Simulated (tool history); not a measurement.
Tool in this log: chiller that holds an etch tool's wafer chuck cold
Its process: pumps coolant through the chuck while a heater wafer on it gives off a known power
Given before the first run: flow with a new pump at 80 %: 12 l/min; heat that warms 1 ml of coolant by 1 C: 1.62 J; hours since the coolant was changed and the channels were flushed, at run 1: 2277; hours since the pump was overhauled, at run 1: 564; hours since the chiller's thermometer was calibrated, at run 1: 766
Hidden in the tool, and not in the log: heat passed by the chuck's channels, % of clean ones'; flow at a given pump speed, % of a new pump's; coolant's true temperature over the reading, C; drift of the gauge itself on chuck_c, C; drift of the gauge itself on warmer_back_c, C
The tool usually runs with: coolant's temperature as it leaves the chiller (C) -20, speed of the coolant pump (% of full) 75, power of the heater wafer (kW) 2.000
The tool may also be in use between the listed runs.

run,hour,coolant's temperature as it leaves the chiller (C),speed of the coolant pump (% of full),power of the heater wafer (kW),hours since the coolant was changed and the channels were flushed,hours since the pump was overhauled,hours since the chiller's thermometer was calibrated,chuck's temperature once it has settled (C),how much warmer the coolant comes back (C)
1,0.0,-20,75,2.000,2277,564,766,-4.4,6.67
2,34.9,-20,75,2.000,2312,599,801,-4.5,6.62
3,52.5,-20,75,2.000,2329,616,819,-4.4,6.77
4,68.2,-20,75,2.000,2345,632,834,-4.5,6.63
5,93.2,-20,67,2.000,2370,657,859,-2.5,7.59
6,108.4,-20,67,2.000,2385,672,875,-2.5,7.66
7,131.4,-20,97,2.000,2408,695,898,-7.8,5.07
8,150.4,-20,97,2.000,2427,714,916,-7.7,5.08
9,172.1,-20,97,2.000,2449,736,938,-8.1,5.12
10,186.8,-20,97,2.000,2464,750,953,-7.9,5.11
11,209.4,-20,97,2.000,2486,773,975,-8.1,5.16
12,235.1,-20,75,2.000,2512,799,1001,-4.3,6.78
13,267.2,-20,75,2.000,2544,831,1033,-4.4,6.86
14,299.8,-20,75,2.000,2577,863,1066,-4.4,6.83
15,336.1,-20,75,2.000,2613,900,1102,-4.5,6.94
16,368.2,-20,66,2.000,2645,932,1134,-2.2,8.01
17,392.7,-18,68,1.860,2669,956,1159,-2.0,7.16
18,409.0,-26,80,1.306,2686,973,1175,-16.5,4.33
19,424.9,-20,71,2.000,2702,989,1191,-3.4,7.39
20,458.5,-20,75,1.768,2735,1022,1225,-6.3,6.20
21,480.6,-22,91,2.953,2757,1044,1247,-3.1,8.26
22,499.3,-21,91,2.953,2776,1063,1265,-2.1,8.33
23,535.8,-21,76,1.511,2812,1099,1302,-9.3,5.38
24,555.2,-20,62,2.000,2832,1119,1321,-1.2,8.66
# hour 565.3: gauge calibrated
25,582.5,-20,62,2.000,2859,1146,1349,-1.0,8.27
26,611.1,-20,62,2.000,2888,1175,1377,-1.0,8.23
27,632.0,-21,88,1.922,2909,1196,1398,-8.1,5.42
28,661.7,-16,73,1.456,2938,1225,1428,-4.4,5.08
29,690.0,-16,62,1.200,2967,1254,1456,-4.6,5.08
30,718.1,-26,62,1.200,2995,1282,1484,-14.7,5.05
31,737.1,-25,75,1.562,3014,1301,1503,-12.9,5.34

Below are 4 alternative next runs, each starting from the tool's condition after run 31. Predict each:
A,773.5,-25,77,2.824,3050,1337,1540,?,?
B,773.5,-25,79,1.562,3050,1337,1540,?,?
C,773.5,-20,91,1.074,3050,1337,1540,?,?
D,773.5,-14,75,1.562,3050,1337,1540,?,?

run,chuck's temperature once it has settled (C),how much warmer the coolant comes back (C)
A,-3.6,9.24
B,-13.6,5.00
C,-13.1,2.99
D,-1.6,5.36
Without the tool's hidden state the same runs would have given:
run,chuck's temperature once it has settled (C),how much warmer the coolant comes back (C)
A,-3.6,9.09
B,-13.6,4.85
C,-13.1,2.84
D,-1.7,5.20

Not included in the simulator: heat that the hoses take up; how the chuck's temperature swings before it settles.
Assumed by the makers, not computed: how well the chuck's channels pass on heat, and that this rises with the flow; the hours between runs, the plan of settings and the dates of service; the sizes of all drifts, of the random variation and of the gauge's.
